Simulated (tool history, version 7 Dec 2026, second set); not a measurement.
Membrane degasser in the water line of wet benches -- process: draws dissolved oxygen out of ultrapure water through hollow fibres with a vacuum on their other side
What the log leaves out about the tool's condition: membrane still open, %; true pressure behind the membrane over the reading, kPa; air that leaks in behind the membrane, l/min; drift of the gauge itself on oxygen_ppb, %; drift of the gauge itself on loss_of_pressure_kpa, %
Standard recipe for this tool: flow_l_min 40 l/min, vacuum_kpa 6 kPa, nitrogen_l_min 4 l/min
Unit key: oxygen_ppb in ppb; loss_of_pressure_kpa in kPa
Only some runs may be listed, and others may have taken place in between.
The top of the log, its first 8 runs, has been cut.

| run | hour | flow_l_min | vacuum_kpa | nitrogen_l_min | hours since the membrane was changed | hours since the vacuum gauge was calibrated | hours since the vacuum lines were made tight | oxygen_ppb | loss_of_pressure_kpa |
|---|---|---|---|---|---|---|---|---|---|
| 9 | 792.6 | 40 | 6 | 4 | 2399 | 587 | 9914 | 106 | 54.5 |
| 10 | 919.4 | 40 | 6 | 4 | 2526 | 714 | 10041 | 105.8 | 54.58 |
| 11 | 1001 | 40 | 14.84 | 4 | 2608 | 796 | 10123 | 306.7 | 54.87 |
| 12 | 1085.5 | 40 | 10.37 | 4 | 2692 | 880 | 10207 | 203.5 | 54.22 |
| 13 | 1172.4 | 40 | 10.37 | 4 | 2779 | 967 | 10294 | 203 | 54.73 |
| 14 | 1261.9 | 40 | 10.37 | 4 | 2868 | 1056 | 10384 | 208.2 | 54.35 |
| 15 | 1351.8 | 40 | 10.37 | 4 | 2958 | 1146 | 10473 | 209.6 | 54.15 |
| 16 | 1495.4 | 40 | 10.37 | 4 | 3102 | 1290 | 10617 | 208.3 | 54.54 |
| 17 | 1569.2 | 40 | 10.37 | 4 | 3176 | 1364 | 10691 | 206.9 | 54.55 |
| 18 | 1678 | 40 | 10.37 | 4.3 | 3284 | 1472 | 10800 | 193.5 | 54.74 |
| 19 | 1811.4 | 54 | 4.4 | 4 | 3418 | 1606 | 10933 | 115.8 | 73.83 |
| 20 | 1888.2 | 54 | 4.4 | 4 | 3495 | 1683 | 11010 | 113.9 | 73.83 |
| 21 | 1951.9 | 54 | 8.74 | 10.76 | 3558 | 1746 | 11073 | 143 | 74.01 |
| 22 | 2053.7 | 29 | 7.84 | 2.84 | 3660 | 1848 | 11175 | 131.9 | 39.76 |
| 23 | 2130.1 | 29 | 13.62 | 8.03 | 3737 | 1925 | 11252 | 110.9 | 39.88 |
| 24 | 2218.3 | 29 | 13.62 | 8.03 | 3825 | 2013 | 11340 | 110.5 | 39.71 |
| 25 | 2285.1 | 29 | 13.62 | 8.03 | 3892 | 2080 | 11407 | 112.1 | 39.39 |
| 26 | 2427.5 | 37 | 12.11 | 4 | 4034 | 2222 | 11549 | 226.1 | 50.78 |
| 27 | 2566.9 | 37 | 12.11 | 4 | 4173 | 2361 | 11688 | 223.8 | 50.65 |
| 28 | 2668.2 | 37 | 12.11 | 4 | 4275 | 2463 | 11790 | 235.2 | 50.46 |
| 29 | 2804 | 36 | 13.7 | 4 | 4410 | 2599 | 11926 | 248.8 | 49.17 |
| 30 | 2911.3 | 33 | 4.34 | 2.36 | 4518 | 2706 | 12033 | 65 | 45.33 |

Run 31, settings as shown, results not yet in. Your forecast:
| 31 | 2977.6 | 33 | 4.34 | 2.36 | 4584 | 2772 | 12099 | ? | ? |

oxygen_ppb: 65.9 ppb
loss_of_pressure_kpa: 45.52 kPa
Minus the tool's unlogged condition, the same run would have read oxygen_ppb 59.1 ppb, loss_of_pressure_kpa 44.74 kPa.
